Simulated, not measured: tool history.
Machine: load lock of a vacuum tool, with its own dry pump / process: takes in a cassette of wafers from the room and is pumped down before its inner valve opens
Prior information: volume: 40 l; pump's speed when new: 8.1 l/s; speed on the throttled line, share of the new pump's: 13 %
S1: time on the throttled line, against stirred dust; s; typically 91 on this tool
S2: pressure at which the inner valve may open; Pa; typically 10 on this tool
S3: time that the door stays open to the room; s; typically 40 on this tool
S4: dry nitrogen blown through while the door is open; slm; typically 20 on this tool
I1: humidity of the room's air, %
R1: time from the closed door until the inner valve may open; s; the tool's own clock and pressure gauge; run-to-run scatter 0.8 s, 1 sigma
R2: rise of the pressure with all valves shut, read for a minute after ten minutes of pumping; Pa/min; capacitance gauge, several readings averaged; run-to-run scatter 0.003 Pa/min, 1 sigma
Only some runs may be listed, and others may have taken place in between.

{"run": 1, "hour": 0.0, "S1": 91, "S2": 10, "S3": 40, "S4": 20, "I1": 44, "R1": 129, "R2": 0.045}
{"run": 2, "hour": 292.6, "S1": 91, "S2": 10, "S3": 40, "S4": 10, "I1": 45.9, "R1": 127.9, "R2": 0.05}
{"run": 3, "hour": 685.4, "S1": 91, "S2": 10, "S3": 40, "S4": 10, "I1": 44.8, "R1": 129.1, "R2": 0.052}
{"run": 4, "hour": 1038.6, "S1": 91, "S2": 10, "S3": 40, "S4": 10, "I1": 45.2, "R1": 129.6, "R2": 0.053}
{"run": 5, "hour": 1342.6, "S1": 108, "S2": 10, "S3": 40, "S4": 20, "I1": 47.4, "R1": 144.4, "R2": 0.057}
{"run": 6, "hour": 1839.0, "S1": 108, "S2": 10, "S3": 40, "S4": 20, "I1": 45.7, "R1": 144.1, "R2": 0.055}
{"run": 7, "hour": 2144.8, "S1": 108, "S2": 10, "S3": 40, "S4": 20, "I1": 42.8, "R1": 143.8, "R2": 0.063}
{"run": 8, "hour": 2431.5, "S1": 108, "S2": 10, "S3": 40, "S4": 20, "I1": 50.7, "R1": 143.7, "R2": 0.058}
{"run": 9, "hour": 2711.8, "S1": 91, "S2": 10, "S3": 40, "S4": 20, "I1": 43.5, "R1": 130.7, "R2": 0.055}
{"run": 10, "hour": 2991.5, "S1": 91, "S2": 10, "S3": 40, "S4": 20, "I1": 47.2, "R1": 130.8, "R2": 0.055}
{"run": 11, "hour": 3259.9, "S1": 103, "S2": 10, "S3": 40, "S4": 20, "I1": 45.8, "R1": 139.5, "R2": 0.063}
{"run": 12, "hour": 3719.8, "S1": 103, "S2": 10, "S3": 40, "S4": 20, "I1": 44, "R1": 142.2, "R2": 0.061}
{"run": 13, "hour": 4204.7, "S1": 103, "S2": 10, "S3": 40, "S4": 20, "I1": 43.7, "R1": 141.3, "R2": 0.065}
{"run": 14, "hour": 4514.8, "S1": 91, "S2": 12, "S3": 40, "S4": 20, "I1": 48.5, "R1": 129.3, "R2": 0.068}
{"run": 15, "hour": 4918.0, "S1": 91, "S2": 12, "S3": 40, "S4": 20, "I1": 46.4, "R1": 129.5, "R2": 0.068}
{"run": 16, "hour": 5225.5, "S1": 91, "S2": 11, "S3": 40, "S4": 20, "I1": 43, "R1": 132.1, "R2": 0.077}
{"run": 17, "hour": 5578.7, "S1": 91, "S2": 11, "S3": 40, "S4": 20, "I1": 44, "R1": 131.9, "R2": 0.074}
{"run": 18, "hour": 6087.8, "S1": 91, "S2": 11, "S3": 40, "S4": 20, "I1": 47.2, "R1": 132.9, "R2": 0.076}

Run 19 is up next; what results do you expect?
{"run": 19, "hour": 6415.6, "S1": 91, "S2": 11, "S3": 40, "S4": 20, "I1": 45.4, "R1": "?", "R2": "?"}

Run 19 produced R1 131.6 s, R2 0.077 Pa/min.
Take away the tool's hidden state, keep the run-to-run variation as it was, and the same run would have given R1 123.7 s, R2 0.017 Pa/min.
